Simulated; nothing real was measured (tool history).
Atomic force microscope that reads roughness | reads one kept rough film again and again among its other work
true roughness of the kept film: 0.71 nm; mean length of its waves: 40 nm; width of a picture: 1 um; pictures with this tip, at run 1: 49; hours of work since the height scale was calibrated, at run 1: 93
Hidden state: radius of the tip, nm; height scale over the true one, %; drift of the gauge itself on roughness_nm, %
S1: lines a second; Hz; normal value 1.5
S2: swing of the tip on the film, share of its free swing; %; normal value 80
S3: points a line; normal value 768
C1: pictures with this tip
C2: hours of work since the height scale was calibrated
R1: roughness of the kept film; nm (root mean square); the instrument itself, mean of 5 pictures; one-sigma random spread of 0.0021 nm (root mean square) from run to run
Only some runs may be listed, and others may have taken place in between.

run    hour    S1  S2   S3   C1   C2     R1
  1       0   1.5  80  768   49   93  0.601
  2    63.3   1.5  80  768  127  134  0.594
  3   106.2   1.5  80  768  180  162  0.588
  4   162.2   1.5  80  703  248  199  0.582
      224.2  -- new tip fitted
  5   235.9   1.5  80  312   15  246  0.607
  6   278.5   1.5  80  312   67  274  0.598
  7   318.5  2.36  80  768  116  300  0.557
  8   372.4   1.5  80  768  182  335  0.589
  9   409.2   1.5  80  768  227  359  0.583
 10   475.6   1.5  80  768  308  402  0.577
      485.7  -- new tip fitted
 11   539.6   1.5  80  768   66  443  0.604
      543.7  -- height scale calibrated on a step standard
 12     597   1.5  80  257  135   35  0.595
 13     628  2.14  59  688  173   55  0.639
 14   676.6  2.14  59  688  233   86  0.632
 15   726.4  2.14  59  688  294  119  0.627
      753.7  -- new tip fitted
 16   767.9  2.14  59  688   17  145  0.657
 17   820.1  2.11  60  755   81  179  0.652
 18   877.1  3.35  69  723  151  217  0.577
 19   929.1  1.37  73  323  214  250  0.613
      939.1  -- height scale calibrated on a step standard, once more
 20   989.6  3.44  80  768  287   33  0.495
     1020.5  -- new tip fitted
 21    1057  1.96  82  416   44   76  0.567
 22  1129.5  0.51  79  768  133  123  0.653
 23  1188.8  2.74  60  264  206  162  0.611
 24  1246.5  0.52  89  264  276  200   0.61

Alternative continuations, all from the tool just after run 24; predict every row:
  A  1279.3  1.07  77  604  316  221   ?
  B  1279.3  0.52  89  977  316  221   ?
  C  1279.3  0.51  58  277  316  221   ?
  D  1279.3   1.5  80  267  316  221   ?
  E  1279.3  1.01  80  373  316  221   ?

run     R1
  A  0.603
  B  0.608
  C  0.649
  D  0.572
  E  0.595
With no hidden state in the tool, these same runs would have given:
run     R1
  A  0.641
  B  0.646
  C  0.689
  D  0.607
  E  0.633
